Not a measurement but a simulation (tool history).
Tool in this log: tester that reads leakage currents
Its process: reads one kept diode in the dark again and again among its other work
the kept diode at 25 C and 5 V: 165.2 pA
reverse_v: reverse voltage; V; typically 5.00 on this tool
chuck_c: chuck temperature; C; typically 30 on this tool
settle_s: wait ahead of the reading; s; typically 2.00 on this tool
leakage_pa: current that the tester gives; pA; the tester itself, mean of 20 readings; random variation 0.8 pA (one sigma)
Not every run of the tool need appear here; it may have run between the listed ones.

run 1 hour=0.0 | reverse_v=5.00 chuck_c=30 settle_s=2.00 | leakage_pa=223.07
-- hour=25.7 chuck's temperature calibrated
run 2 hour=50.9 | reverse_v=5.00 chuck_c=30 settle_s=2.00 | leakage_pa=263.27
run 3 hour=143.4 | reverse_v=5.00 chuck_c=30 settle_s=8.61 | leakage_pa=257.48
run 4 hour=188.3 | reverse_v=5.00 chuck_c=30 settle_s=2.00 | leakage_pa=257.23
run 5 hour=243.2 | reverse_v=5.00 chuck_c=30 settle_s=0.56 | leakage_pa=256.37
run 6 hour=336.3 | reverse_v=5.00 chuck_c=30 settle_s=0.56 | leakage_pa=251.81
run 7 hour=406.7 | reverse_v=15.88 chuck_c=30 settle_s=0.56 | leakage_pa=421.93
run 8 hour=493.2 | reverse_v=15.88 chuck_c=30 settle_s=0.56 | leakage_pa=417.36
run 9 hour=546.8 | reverse_v=5.00 chuck_c=30 settle_s=2.00 | leakage_pa=240.65
run 10 hour=602.7 | reverse_v=2.07 chuck_c=30 settle_s=2.00 | leakage_pa=161.36
run 11 hour=677.7 | reverse_v=8.77 chuck_c=30 settle_s=2.00 | leakage_pa=303.57
run 12 hour=733.3 | reverse_v=8.77 chuck_c=30 settle_s=2.00 | leakage_pa=301.89
run 13 hour=778.3 | reverse_v=1.81 chuck_c=54 settle_s=4.38 | leakage_pa=1193.05
run 14 hour=852.0 | reverse_v=2.95 chuck_c=30 settle_s=0.39 | leakage_pa=181.82
run 15 hour=902.7 | reverse_v=8.48 chuck_c=30 settle_s=2.00 | leakage_pa=287.13

What will run 16 give?
-- hour=992.6 chuck's temperature calibrated
run 16 hour=997.6 | reverse_v=8.48 chuck_c=22 settle_s=0.33 | leakage_pa=?

For run 16 the tool returned leakage_pa 167.51 pA.
With no hidden state in the tool, this same run would have given leakage_pa 164.24 pA.

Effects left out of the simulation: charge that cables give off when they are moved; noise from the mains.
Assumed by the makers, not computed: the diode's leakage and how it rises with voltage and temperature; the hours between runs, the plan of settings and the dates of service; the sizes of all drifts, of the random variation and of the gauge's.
